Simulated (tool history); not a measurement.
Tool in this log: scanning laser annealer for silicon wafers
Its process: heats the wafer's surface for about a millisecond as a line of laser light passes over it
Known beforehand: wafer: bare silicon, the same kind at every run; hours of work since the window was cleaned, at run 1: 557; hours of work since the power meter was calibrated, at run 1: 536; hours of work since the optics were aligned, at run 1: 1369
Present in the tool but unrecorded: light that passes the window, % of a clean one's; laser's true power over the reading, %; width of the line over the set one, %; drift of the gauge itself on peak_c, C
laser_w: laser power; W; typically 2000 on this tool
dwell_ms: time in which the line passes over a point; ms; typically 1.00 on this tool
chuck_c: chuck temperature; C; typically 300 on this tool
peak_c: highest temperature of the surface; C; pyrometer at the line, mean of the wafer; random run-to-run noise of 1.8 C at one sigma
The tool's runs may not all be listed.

run   hour  laser_w  dwell_ms  chuck_c  hours of work since the window was cleaned  hours of work since the power meter was calibrated  hours of work since the optics were aligned  peak_c
  1    0.0     2000      1.00      300                                         557                                                 536                                         1369    1027
  2   13.2     2000      1.00      339                                         566                                                 545                                         1378    1066
  3   36.0     2000      1.00      300                                         582                                                 561                                         1394    1029
  4   53.6     2000      1.00      300                                         594                                                 573                                         1406    1028
  5   67.7     2000      1.00      300                                         604                                                 583                                         1416    1030
  6   82.6     2000      1.00      300                                         614                                                 593                                         1426    1026
  7  101.7     2000      1.00      290                                         627                                                 607                                         1439    1015
  8  116.5     2062      1.24      300                                         637                                                 617                                         1450    1134
  9  128.0     2062      1.24      300                                         645                                                 625                                         1458    1131
 10  146.6     2062      1.24      300                                         658                                                 638                                         1471    1131
 11  161.8     2150      1.24      308                                         669                                                 648                                         1481    1186
 12  178.5     2150      1.24      308                                         680                                                 660                                         1493    1184

For some of the steps in peak_c from one run to the next: how much would appear even if the tool had no hidden state, given the settings, what came in and random variation, and how much remains for the hidden state plus any gauge scatter that the measured result and the result without hidden state don't share?
Run 7 -> 8: laser_w 2000 -> 2062, dwell_ms 1.00 -> 1.24, chuck_c 290 -> 300. peak_c +119 C: hidden state -9, all else +128.

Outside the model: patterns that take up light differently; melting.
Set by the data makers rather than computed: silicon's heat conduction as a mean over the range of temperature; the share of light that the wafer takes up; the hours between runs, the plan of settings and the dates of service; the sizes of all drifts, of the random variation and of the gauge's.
